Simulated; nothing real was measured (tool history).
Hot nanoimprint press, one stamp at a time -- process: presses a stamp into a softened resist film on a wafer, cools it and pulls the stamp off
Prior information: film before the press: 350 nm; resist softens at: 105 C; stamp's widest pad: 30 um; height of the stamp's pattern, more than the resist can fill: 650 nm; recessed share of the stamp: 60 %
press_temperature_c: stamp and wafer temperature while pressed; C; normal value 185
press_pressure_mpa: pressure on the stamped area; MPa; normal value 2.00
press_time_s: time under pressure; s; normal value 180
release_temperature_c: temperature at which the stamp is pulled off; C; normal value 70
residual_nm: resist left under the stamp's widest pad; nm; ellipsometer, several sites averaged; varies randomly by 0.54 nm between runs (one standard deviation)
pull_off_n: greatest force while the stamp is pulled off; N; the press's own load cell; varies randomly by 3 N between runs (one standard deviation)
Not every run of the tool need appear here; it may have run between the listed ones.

{"run": 1, "hour": 0.0, "press_temperature_c": 185, "press_pressure_mpa": 2.0, "press_time_s": 180, "release_temperature_c": 70, "residual_nm": 175.6, "pull_off_n": 138}
{"run": 2, "hour": 29.1, "press_temperature_c": 185, "press_pressure_mpa": 2.0, "press_time_s": 180, "release_temperature_c": 70, "residual_nm": 175.8, "pull_off_n": 143}
{"run": 3, "hour": 62.8, "press_temperature_c": 185, "press_pressure_mpa": 2.0, "press_time_s": 180, "release_temperature_c": 76, "residual_nm": 176.2, "pull_off_n": 129}
{"run": 4, "hour": 87.6, "press_temperature_c": 185, "press_pressure_mpa": 2.0, "press_time_s": 180, "release_temperature_c": 76, "residual_nm": 176.7, "pull_off_n": 134}
{"run": 5, "hour": 111.3, "press_temperature_c": 185, "press_pressure_mpa": 2.0, "press_time_s": 180, "release_temperature_c": 76, "residual_nm": 175.8, "pull_off_n": 134}
{"run": 6, "hour": 138.9, "press_temperature_c": 185, "press_pressure_mpa": 2.0, "press_time_s": 180, "release_temperature_c": 76, "residual_nm": 178.1, "pull_off_n": 133}
{"run": 7, "hour": 157.8, "press_temperature_c": 185, "press_pressure_mpa": 2.0, "press_time_s": 180, "release_temperature_c": 76, "residual_nm": 176.2, "pull_off_n": 130}
{"run": 8, "hour": 174.2, "press_temperature_c": 185, "press_pressure_mpa": 2.0, "press_time_s": 177, "release_temperature_c": 70, "residual_nm": 177.0, "pull_off_n": 136}
{"run": 9, "hour": 209.2, "press_temperature_c": 185, "press_pressure_mpa": 1.59, "press_time_s": 177, "release_temperature_c": 70, "residual_nm": 195.5, "pull_off_n": 140}
{"run": 10, "hour": 237.5, "press_temperature_c": 185, "press_pressure_mpa": 1.59, "press_time_s": 177, "release_temperature_c": 70, "residual_nm": 194.8, "pull_off_n": 137}
{"run": 11, "hour": 264.7, "press_temperature_c": 185, "press_pressure_mpa": 1.59, "press_time_s": 177, "release_temperature_c": 70, "residual_nm": 195.2, "pull_off_n": 143}
{"run": 12, "hour": 297.1, "press_temperature_c": 185, "press_pressure_mpa": 2.09, "press_time_s": 158, "release_temperature_c": 58, "residual_nm": 180.9, "pull_off_n": 162}
{"run": 13, "hour": 319.6, "press_temperature_c": 185, "press_pressure_mpa": 2.09, "press_time_s": 158, "release_temperature_c": 58, "residual_nm": 181.7, "pull_off_n": 161}
{"run": 14, "hour": 342.9, "press_temperature_c": 183, "press_pressure_mpa": 1.24, "press_time_s": 180, "release_temperature_c": 63, "residual_nm": 229.9, "pull_off_n": 152}
{"run": 15, "hour": 358.2, "press_temperature_c": 183, "press_pressure_mpa": 1.24, "press_time_s": 180, "release_temperature_c": 63, "residual_nm": 228.4, "pull_off_n": 154}
{"run": 16, "hour": 393.4, "press_temperature_c": 187, "press_pressure_mpa": 1.23, "press_time_s": 95, "release_temperature_c": 61, "residual_nm": 237.9, "pull_off_n": 154}

Between the runs listed above, the log contained 1 entry, not reproduced here. Where in the sequence does each belong, and how does what the log doesn't record of the tool's condition differ from the listed run before to the listed run after?
Runs 2 to 3: plate thermocouple calibrated (hour 55.1)
  true temperature over the reading, C: 0.01 -> 0
